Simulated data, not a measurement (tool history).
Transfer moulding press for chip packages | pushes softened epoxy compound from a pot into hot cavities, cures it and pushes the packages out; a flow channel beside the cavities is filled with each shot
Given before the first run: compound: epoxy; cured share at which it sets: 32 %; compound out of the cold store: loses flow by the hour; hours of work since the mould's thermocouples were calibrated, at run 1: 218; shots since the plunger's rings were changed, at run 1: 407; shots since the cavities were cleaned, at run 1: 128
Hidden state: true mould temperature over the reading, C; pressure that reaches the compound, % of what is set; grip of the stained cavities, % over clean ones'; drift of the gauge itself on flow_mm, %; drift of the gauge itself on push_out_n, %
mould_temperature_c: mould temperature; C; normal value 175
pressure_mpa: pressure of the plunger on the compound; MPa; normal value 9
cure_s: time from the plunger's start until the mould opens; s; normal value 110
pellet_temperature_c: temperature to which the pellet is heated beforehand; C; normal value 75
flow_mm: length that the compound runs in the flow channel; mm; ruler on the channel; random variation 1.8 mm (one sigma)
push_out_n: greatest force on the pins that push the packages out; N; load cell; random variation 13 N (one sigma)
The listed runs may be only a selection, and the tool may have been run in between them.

run	day	mould_temperature_c	pressure_mpa	cure_s	pellet_temperature_c	hours of work since the mould's thermocouples were calibrated	shots since the plunger's rings were changed	shots since the cavities were cleaned	incoming compound's hours out of the cold store	flow_mm	push_out_n
1	0	175	9	110	75	218	407	128	16.9	644	784
2	0.679	175	9	110	75	228	555	276	26.5	615	898
3	1.783	175	9	110	75	243	795	516	13.2	653	1108
# day 2.058: cavities cleaned with cleaning compound and waxed
4	3.458	175	9	110	75	266	1147	305	21.9	623	959
# day 4.729: cavities cleaned with cleaning compound and waxed
5	5.117	168	9	110	75	289	1494	84	23.7	636	1294
6	6.062	168	9	110	75	303	1701	291	14	664	1769
# day 7.375: cavities cleaned with cleaning compound and waxed
7	7.392	168	9	110	75	321	1977	4	19.4	645	1180
8	8.162	175	9	110	75	332	2145	172	23.1	612	879
9	9.117	183	9	110	75	345	2353	380	36.4	554	721
# day 10: cavities cleaned with cleaning compound and waxed
10	10.554	183	9	110	75	365	2653	121	8.7	622	559

Expected results for the next run?
11	12.125	183	9	121	67	387	2995	463	28.5	?	?

flow_mm: 567 mm
push_out_n: 705 N
With the hidden condition absent and the run-to-run variation left alone, this run would have shown flow_mm 593 mm, push_out_n 413 N.
